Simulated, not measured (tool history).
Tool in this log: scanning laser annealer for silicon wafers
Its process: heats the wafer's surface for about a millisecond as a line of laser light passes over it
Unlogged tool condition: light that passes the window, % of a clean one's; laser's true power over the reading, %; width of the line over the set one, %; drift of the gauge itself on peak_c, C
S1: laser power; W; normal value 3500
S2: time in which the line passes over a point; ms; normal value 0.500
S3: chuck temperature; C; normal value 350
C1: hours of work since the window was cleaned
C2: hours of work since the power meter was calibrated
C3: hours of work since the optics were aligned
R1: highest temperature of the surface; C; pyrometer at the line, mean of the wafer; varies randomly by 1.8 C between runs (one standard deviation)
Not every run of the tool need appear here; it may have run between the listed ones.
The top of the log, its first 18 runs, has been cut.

Run 19, hour 117.6: usual settings but S2 0.614 ms; C1 163; C2 206; C3 730. Result: R1 1126 C.
Run 20, hour 121.9: usual settings but S2 0.614 ms; C1 165; C2 208; C3 732. Result: R1 1126 C.
Run 21, hour 129.0: usual settings but S2 0.602 ms; C1 168; C2 211; C3 735. Result: R1 1119 C.
Run 22, hour 136.0: usual settings but S2 0.602 ms; C1 171; C2 213; C3 738. Result: R1 1119 C.
Run 23, hour 142.2: usual settings but S1 3155 W, S2 0.354 ms, S3 373 C; C1 173; C2 216; C3 740. Result: R1 892 C.
Run 24, hour 148.4: usual settings but S1 3795 W, S2 0.354 ms, S3 338 C; C1 176; C2 219; C3 743. Result: R1 986 C.
Run 25, hour 155.4: usual settings but S1 3294 W, S2 0.383 ms, S3 365 C; C1 179; C2 222; C3 746. Result: R1 932 C.
Run 26, hour 162.7: usual settings but S2 0.372 ms, S3 339 C; C1 182; C2 225; C3 749. Result: R1 942 C.
Run 27, hour 168.5: usual settings but S2 0.372 ms, S3 339 C; C1 184; C2 227; C3 751. Result: R1 940 C.
Run 28, hour 174.1: usual settings but S1 3612 W, S2 0.547 ms, S3 353 C; C1 187; C2 230; C3 754. Result: R1 1116 C.
Run 29, hour 181.7: usual settings but S1 3398 W, S2 0.583 ms; C1 190; C2 233; C3 757. Result: R1 1077 C.
Run 30, hour 187.1: usual settings but S1 3398 W, S2 0.583 ms; C1 192; C2 235; C3 759. Result: R1 1079 C.
Run 31, hour 193.1: usual settings but S1 3175 W, S2 0.531 ms, S3 333 C; C1 195; C2 238; C3 762. Result: R1 976 C.
Run 32, hour 197.4: usual settings but S1 3175 W, S2 0.531 ms, S3 333 C; C1 197; C2 239; C3 764. Result: R1 972 C.
Run 33, hour 205.8: usual settings but S1 3237 W, S2 0.531 ms, S3 341 C; C1 200; C2 243; C3 767. Result: R1 998 C.
Run 34, hour 211.6: usual settings but S1 3347 W, S3 345 C; C1 203; C2 245; C3 770. Result: R1 1007 C.
Run 35, hour 220.3: usual settings but S1 3347 W, S3 345 C; C1 206; C2 249; C3 773. Result: R1 1008 C.
Run 36, hour 228.3: usual settings but S1 3347 W, S3 345 C; C1 210; C2 252; C3 777. Result: R1 1008 C.
Run 37, hour 234.9: usual settings but S2 0.387 ms, S3 328 C; C1 212; C2 255; C3 779. Result: R1 940 C.
Run 38, hour 242.1: usual settings but S2 0.407 ms, S3 341 C; C1 215; C2 258; C3 782. Result: R1 972 C.
Run 39, hour 247.5: usual settings but S2 0.410 ms, S3 318 C; C1 218; C2 261; C3 785. Result: R1 948 C.
Run 40, hour 253.6: usual settings but S2 0.428 ms, S3 315 C; C1 220; C2 263; C3 787. Result: R1 960 C.

Here are 3 independent what-if runs from the current tool condition. What would each one return?
Run A, hour 261.9: usual settings but S1 3514 W, S2 0.428 ms, S3 315 C; C1 224; C2 267; C3 791. Result: R1 ?.
Run B, hour 261.9: usual settings but S1 3156 W, S2 0.491 ms, S3 364 C; C1 224; C2 267; C3 791. Result: R1 ?.
Run C, hour 261.9: usual settings but S1 3448 W, S3 330 C; C1 224; C2 267; C3 791. Result: R1 ?.

run    R1
  A   962
  B   973
  C  1014
Had the tool no hidden state, the same runs would have come out as:
run    R1
  A   982
  B   992
  C  1035

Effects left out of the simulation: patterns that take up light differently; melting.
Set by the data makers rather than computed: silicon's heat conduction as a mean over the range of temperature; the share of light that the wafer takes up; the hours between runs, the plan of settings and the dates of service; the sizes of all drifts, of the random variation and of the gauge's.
